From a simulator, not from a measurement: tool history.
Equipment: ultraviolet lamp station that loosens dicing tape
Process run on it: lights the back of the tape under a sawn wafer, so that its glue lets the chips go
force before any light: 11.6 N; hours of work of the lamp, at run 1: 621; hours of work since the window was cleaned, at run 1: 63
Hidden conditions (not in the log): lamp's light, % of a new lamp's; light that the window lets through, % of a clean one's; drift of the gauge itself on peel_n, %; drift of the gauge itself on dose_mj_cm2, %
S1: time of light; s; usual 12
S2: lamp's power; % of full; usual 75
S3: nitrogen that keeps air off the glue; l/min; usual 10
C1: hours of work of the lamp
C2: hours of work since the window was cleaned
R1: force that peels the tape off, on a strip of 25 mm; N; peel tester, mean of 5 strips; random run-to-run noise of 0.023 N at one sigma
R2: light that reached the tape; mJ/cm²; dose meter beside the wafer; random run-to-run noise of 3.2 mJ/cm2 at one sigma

run,hour,S1,S2,S3,C1,C2,R1,R2
1,0.0,12,75,10,621,63,1.396,454
2,19.2,12,75,10,632,74,1.381,459
3,34.4,12,75,6,641,83,1.795,456
4,55.1,12,75,6,653,95,1.862,454
5,83.3,12,75,6,669,111,1.795,449
6,108.0,12,75,10,683,125,1.355,446
7,125.2,12,75,7,693,135,1.726,447
8,136.9,12,75,7,700,142,1.709,439
9,154.6,12,75,12,710,152,1.296,446
10,171.3,12,75,12,720,162,1.324,442
11,184.2,12,75,12,727,170,1.294,444
12,211.6,12,75,10,743,185,1.491,439
13,231.2,12,75,10,754,197,1.481,438
14,255.9,12,75,10,769,211,1.479,436
15,277.0,13,65,10,781,223,1.650,408
16,296.6,14,84,10,792,235,0.842,564
17,314.4,14,84,10,802,245,0.853,569
18,330.6,8,83,10,812,254,2.577,314
19,352.4,8,75,3,825,267,4.635,284
20,371.9,12,95,5,836,278,1.475,541
21,398.1,12,95,5,851,293,1.483,534
22,415.4,11,63,10,861,303,2.476,328
23,435.0,13,91,10,872,315,0.882,550
24,449.3,13,91,10,880,323,0.902,547
25,474.2,12,66,13,895,337,1.784,364
26,493.0,9,83,9,906,348,2.340,344
27,520.6,9,83,9,922,364,2.371,346
28,532.8,9,83,9,929,371,2.365,347

Measured result minus the same run's result without the hidden state. Both carry the same run-to-run variation, though not necessarily the same gauge scatter:
run,R1,R2
1,+0.242,-43
2,+0.245,-46
3,+0.294,-46
4,+0.317,-48
5,+0.318,-51
6,+0.278,-52
7,+0.337,-53
8,+0.338,-54
9,+0.295,-57
10,+0.305,-57
11,+0.303,-58
12,+0.349,-60
13,+0.355,-63
14,+0.366,-64
15,+0.400,-62
16,+0.252,-89
17,+0.260,-90
18,+0.549,-52
19,+0.668,-49
20,+0.418,-94
21,+0.429,-96
22,+0.595,-59
23,+0.301,-103
24,+0.313,-105
25,+0.523,-71
26,+0.618,-69
27,+0.646,-71
28,+0.649,-73
